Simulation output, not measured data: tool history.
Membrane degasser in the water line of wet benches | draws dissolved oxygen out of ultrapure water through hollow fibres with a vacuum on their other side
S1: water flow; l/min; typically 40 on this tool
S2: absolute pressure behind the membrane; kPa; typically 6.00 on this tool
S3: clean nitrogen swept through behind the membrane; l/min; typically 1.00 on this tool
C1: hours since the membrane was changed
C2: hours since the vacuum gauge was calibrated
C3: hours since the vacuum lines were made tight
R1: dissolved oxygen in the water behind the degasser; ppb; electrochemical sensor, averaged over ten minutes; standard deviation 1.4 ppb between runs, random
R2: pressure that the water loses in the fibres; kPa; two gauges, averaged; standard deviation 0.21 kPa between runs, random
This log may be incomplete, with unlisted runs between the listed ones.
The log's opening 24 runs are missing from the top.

run	day	S1	S2	S3	C1	C2	C3	R1	R2
# day 212.188: vacuum gauge calibrated
25	221.121	58	5.64	2.49	13401	214	6233	317.5	99.28
26	233.317	41	6.34	2.26	13693	507	6526	186.8	69.87
27	240.492	40	4.07	1.71	13865	679	6698	99.2	68.53
28	248.967	44	10.48	0.85	14069	883	6901	737.7	75.46
# day 254.700: seals of the vacuum lines changed
29	262.042	44	10.48	0.85	14381	1195	176	743.9	75.23
30	271.808	44	10.48	0.85	14615	1429	411	743.4	75.46
31	277.204	44	7.28	0.42	14745	1558	540	693.4	75.51
32	287.533	44	7.28	0.42	14992	1806	788	698.6	75.73

Branching from run 32: 4 alternative next runs. What would each branch give?
A	296.408	28	6.00	1.00	15205	2019	1001	?	?
B	296.408	40	12.25	0.75	15205	2019	1001	?	?
C	296.408	63	6.00	1.00	15205	2019	1001	?	?
D	296.408	44	4.34	0.42	15205	2019	1001	?	?

run	R1	R2
A	179.9	48.19
B	883.3	68.71
C	561.8	108.06
D	269.0	75.91
Stripped of hidden state, with their random variation kept, the same runs would have yielded:
run	R1	R2
A	172.7	46.43
B	868.6	66.20
C	523.4	104.10
D	243.9	73.13
